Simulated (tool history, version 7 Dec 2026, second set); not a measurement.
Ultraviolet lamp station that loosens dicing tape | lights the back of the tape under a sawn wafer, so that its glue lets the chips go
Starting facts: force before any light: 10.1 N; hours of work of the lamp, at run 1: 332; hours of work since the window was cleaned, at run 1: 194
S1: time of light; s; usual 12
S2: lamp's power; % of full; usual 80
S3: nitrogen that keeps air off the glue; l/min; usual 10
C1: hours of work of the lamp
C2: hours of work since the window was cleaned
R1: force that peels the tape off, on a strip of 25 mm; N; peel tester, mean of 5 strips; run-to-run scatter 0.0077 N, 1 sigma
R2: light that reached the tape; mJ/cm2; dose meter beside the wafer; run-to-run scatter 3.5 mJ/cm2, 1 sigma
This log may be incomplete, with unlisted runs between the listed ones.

run	hour	S1	S2	S3	C1	C2	R1	R2
1	0	12	80	10	332	194	0.413	504
2	16.6	12	80	20	344	206	0.238	500
3	31.2	12	80	10	354	216	0.42	501
4	45.7	12	80	10	364	226	0.423	495
5	57.3	12	80	10	372	234	0.419	497
6	68.7	12	80	10	380	241	0.446	490
7	90.8	12	80	10	395	256	0.43	494
8	107.9	7	80	10	406	268	1.457	283
9	127.1	13	77	5	419	281	0.824	501
10	142.4	13	77	5	430	292	0.794	505
11	160.6	13	77	5	442	304	0.818	498
12	183.5	13	77	5	458	320	0.853	500
13	199.1	13	77	5	469	331	0.82	494
14	217.5	12	80	4	481	343	1.118	476
15	230.7	14	69	9	490	352	0.515	473
16	245.7	15	68	19	501	363	0.253	496

For some of the steps in R1 from one run to the next: how much would appear even if the tool had no hidden state, given the settings, what came in and random variation, and how much remains for the hidden state plus any gauge scatter that the measured result and the result without hidden state don't share?
Hidden conditions of the tool in this case: lamp's light, % of a new lamp's; light that the window lets through, % of a clean one's; drift of the gauge itself on peel_n, %; drift of the gauge itself on dose_mj_cm2, %.
Run 7 -> 8: S1 12 -> 7. R1 +1.027 N: hidden state +0.278, all else +0.749.

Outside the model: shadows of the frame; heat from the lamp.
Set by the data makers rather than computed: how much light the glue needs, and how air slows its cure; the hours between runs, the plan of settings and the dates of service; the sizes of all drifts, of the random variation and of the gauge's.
